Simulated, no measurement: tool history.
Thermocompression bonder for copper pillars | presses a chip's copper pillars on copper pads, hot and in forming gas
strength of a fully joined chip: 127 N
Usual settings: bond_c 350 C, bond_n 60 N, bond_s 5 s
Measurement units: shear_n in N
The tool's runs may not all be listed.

run	hour	bond_c	bond_n	bond_s	shear_n
1	0.0	350	60	5	64.2
2	21.2	350	60	5	64.8
3	53.3	350	60	5	63.1
# hour 58.4: forming gas filter changed
4	78.7	370	60	5	83.1
5	111.0	370	60	5	82.0
6	130.2	350	60	5	71.5
7	165.0	350	60	5	72.1
8	196.7	328	60	5	60.2
9	222.2	328	60	5	59.9
10	254.2	328	60	5	59.4
11	271.4	328	60	5	59.2
12	304.6	328	60	3	50.4
13	338.7	328	60	3	49.0
14	365.9	350	60	13	92.8
15	399.3	350	60	5	69.0
16	414.0	350	60	5	69.4
17	440.6	350	60	5	70.7
18	463.7	350	60	5	69.5
19	494.6	350	60	5	69.5
20	513.7	350	48	5	59.6
21	545.4	350	48	5	61.5
22	570.7	350	45	5	57.9
23	586.6	380	78	4	87.3
24	622.3	339	47	7	61.4
25	647.1	366	54	7	79.9
26	677.4	357	38	6	58.6
27	704.7	325	60	5	56.1
28	740.1	350	60	12	85.0
29	755.2	350	60	12	86.4
30	781.0	350	60	12	84.9
31	797.5	324	44	4	41.2
# hour 808.0: heater calibrated with a thermocouple chip
32	827.1	339	44	4	46.0
33	851.7	326	60	12	70.9
# hour 866.6: forming gas filter changed
34	866.6	335	60	9	77.6
35	894.8	335	60	9	77.2
36	921.2	377	60	4	81.4
37	950.4	330	60	4	56.2
38	978.5	356	81	14	107.7
39	1002.5	366	41	5	65.5
40	1024.4	366	41	5	63.4
41	1043.7	366	85	13	110.8

Predict each of these 3 candidate next runs independently; none follows another, all start after run 41:
A	1064.0	375	54	13	?
B	1064.0	366	58	13	?
C	1064.0	363	85	4	?

run	shear_n
A	97.8
B	97.1
C	86.8
Without the tool's hidden state the same runs would have given:
run	shear_n
A	98.1
B	97.2
C	86.4
